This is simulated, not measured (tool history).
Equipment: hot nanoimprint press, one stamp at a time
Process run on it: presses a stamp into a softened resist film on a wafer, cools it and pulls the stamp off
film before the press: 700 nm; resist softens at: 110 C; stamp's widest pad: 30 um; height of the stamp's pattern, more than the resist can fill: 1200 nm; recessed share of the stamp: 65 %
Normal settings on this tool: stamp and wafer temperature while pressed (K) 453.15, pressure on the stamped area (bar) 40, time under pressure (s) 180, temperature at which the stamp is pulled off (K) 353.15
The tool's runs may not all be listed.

| run | hour | stamp and wafer temperature while pressed (K) | pressure on the stamped area (bar) | time under pressure (s) | temperature at which the stamp is pulled off (K) | resist left under the stamp's widest pad (angstrom) | greatest force while the stamp is pulled off (N) |
|---|---|---|---|---|---|---|---|
| 1 | 0 | 453.15 | 40 | 180 | 353.15 | 4138 | 176 |
| 2 | 24.8 | 453.15 | 40 | 180 | 353.15 | 4150 | 177 |
| 3 | 43.1 | 453.15 | 40 | 180 | 353.15 | 4126 | 175 |
| 4 | 67.4 | 453.15 | 40 | 180 | 353.15 | 4137 | 177 |
| 5 | 87.4 | 453.15 | 40 | 180 | 353.15 | 4118 | 174 |
| 6 | 105 | 453.15 | 39.4 | 180 | 353.15 | 4163 | 176 |
| 7 | 140.6 | 453.15 | 39.4 | 180 | 353.15 | 4128 | 175 |
| 8 | 164.5 | 441.15 | 40 | 180 | 339.15 | 5523 | 206 |
| 9 | 193.5 | 441.15 | 40 | 180 | 339.15 | 5474 | 213 |
|  | 200.5 | plate thermocouple calibrated |
| 10 | 235 | 453.15 | 40 | 102 | 355.15 | 4809 | 177 |
| 11 | 258 | 453.15 | 40 | 102 | 355.15 | 4828 | 176 |
| 12 | 289.5 | 453.15 | 63.6 | 198 | 353.15 | 3306 | 182 |
| 13 | 318 | 453.15 | 63.6 | 198 | 353.15 | 3281 | 176 |

Below are 5 alternative next runs, each starting from the tool's condition after run 13. Predict each:
| A | 353.9 | 453.15 | 41 | 198 | 349.15 | ? | ? |
| B | 353.9 | 453.15 | 40 | 127 | 353.15 | ? | ? |
| C | 353.9 | 444.15 | 26 | 180 | 354.15 | ? | ? |
| D | 353.9 | 453.15 | 29.6 | 198 | 353.15 | ? | ? |
| E | 353.9 | 453.15 | 40 | 180 | 347.15 | ? | ? |

| run | resist left under the stamp's widest pad (angstrom) | greatest force while the stamp is pulled off (N) |
|---|---|---|
| A | 3904 | 198 |
| B | 4514 | 186 |
| C | 5588 | 179 |
| D | 4345 | 180 |
| E | 4044 | 190 |
Without the tool's hidden state the same runs would have given:
| run | resist left under the stamp's widest pad (angstrom) | greatest force while the stamp is pulled off (N) |
|---|---|---|
| A | 3996 | 184 |
| B | 4605 | 173 |
| C | 5672 | 166 |
| D | 4441 | 167 |
| E | 4136 | 176 |

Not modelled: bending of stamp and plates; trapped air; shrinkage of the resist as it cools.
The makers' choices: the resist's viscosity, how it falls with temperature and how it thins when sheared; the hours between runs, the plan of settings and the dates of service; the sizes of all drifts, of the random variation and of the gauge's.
